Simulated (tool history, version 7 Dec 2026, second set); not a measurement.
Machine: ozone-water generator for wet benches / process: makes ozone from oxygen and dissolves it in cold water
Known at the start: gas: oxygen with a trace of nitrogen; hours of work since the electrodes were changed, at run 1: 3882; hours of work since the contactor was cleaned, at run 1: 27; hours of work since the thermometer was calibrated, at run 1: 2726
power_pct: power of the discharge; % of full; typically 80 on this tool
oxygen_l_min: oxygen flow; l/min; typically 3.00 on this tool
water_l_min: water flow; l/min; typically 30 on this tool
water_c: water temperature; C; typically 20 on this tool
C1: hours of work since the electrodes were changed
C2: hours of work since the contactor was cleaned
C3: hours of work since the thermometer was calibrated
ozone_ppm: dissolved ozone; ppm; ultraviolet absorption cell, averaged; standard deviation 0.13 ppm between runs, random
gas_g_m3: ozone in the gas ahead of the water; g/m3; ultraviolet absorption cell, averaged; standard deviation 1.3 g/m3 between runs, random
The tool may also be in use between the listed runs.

Run 1, hour 0.0: usual settings; C1 3882; C2 27; C3 2726. Result: ozone_ppm 13.2 ppm, gas_g_m3 215.5 g/m3.
Run 2, hour 193.0: usual settings; C1 4019; C2 164; C3 2863. Result: ozone_ppm 13.2 ppm, gas_g_m3 214.9 g/m3.
Run 3, hour 336.5: usual settings; C1 4121; C2 266; C3 2965. Result: ozone_ppm 13.1 ppm, gas_g_m3 214.7 g/m3.
Run 4, hour 498.4: usual settings but oxygen_l_min 3.57 l/min; C1 4235; C2 380; C3 3080. Result: ozone_ppm 14.1 ppm, gas_g_m3 198.0 g/m3.
Run 5, hour 644.7: usual settings but oxygen_l_min 3.57 l/min; C1 4339; C2 484; C3 3183. Result: ozone_ppm 13.7 ppm, gas_g_m3 196.8 g/m3.
Run 6, hour 761.2: usual settings; C1 4422; C2 567; C3 3266. Result: ozone_ppm 13.1 ppm, gas_g_m3 211.5 g/m3.
Run 7, hour 864.9: usual settings but power_pct 51 % of full, oxygen_l_min 1.59 l/min, water_c 14 C; C1 4495; C2 640; C3 3339. Result: ozone_ppm 8.3 ppm, gas_g_m3 216.8 g/m3.
Run 8, hour 1049.7: usual settings but power_pct 47 % of full, oxygen_l_min 2.11 l/min, water_l_min 19 l/min, water_c 14 C; C1 4626; C2 771; C3 3470. Result: ozone_ppm 13.9 ppm, gas_g_m3 180.2 g/m3.
At hour 1069.7: contactor cleaned.
Run 9, hour 1246.3: usual settings but power_pct 70 % of full, oxygen_l_min 1.90 l/min, water_l_min 19 l/min, water_c 18 C; C1 4763; C2 125; C3 3607. Result: ozone_ppm 16.4 ppm, gas_g_m3 240.6 g/m3.
Run 10, hour 1429.4: usual settings but power_pct 88 % of full, oxygen_l_min 2.47 l/min, water_l_min 43 l/min, water_c 13 C; C1 4893; C2 255; C3 3737. Result: ozone_ppm 8.9 ppm, gas_g_m3 246.3 g/m3.
Run 11, hour 1599.4: usual settings but power_pct 47 % of full, oxygen_l_min 4.13 l/min; C1 5013; C2 376; C3 3857. Result: ozone_ppm 10.2 ppm, gas_g_m3 133.6 g/m3.
Run 12, hour 1769.1: usual settings but power_pct 47 % of full, oxygen_l_min 4.13 l/min; C1 5134; C2 496; C3 3978. Result: ozone_ppm 10.2 ppm, gas_g_m3 133.7 g/m3.

Measured minus without-hidden-state, run by run (identical run-to-run variation in each term; gauge scatter may differ):
The tool's hidden condition here consists of: yield of the discharge, % of new electrodes'; contactor's efficiency, % of a clean one's; true water temperature over the reading, C; drift of the gauge itself on ozone_ppm, %; drift of the gauge itself on gas_g_m3, %.
run  ozone_ppm  gas_g_m3
  1       -1.0     -14.6
  2       -1.0     -15.1
  3       -1.1     -15.4
  4       -1.2     -14.7
  5       -1.2     -15.2
  6       -1.2     -16.5
  7       -0.5     -12.6
  8       -0.8     -10.2
  9       -1.5     -18.7
 10       -1.0     -22.6
 11       -0.8      -8.3
 12       -0.8      -8.4
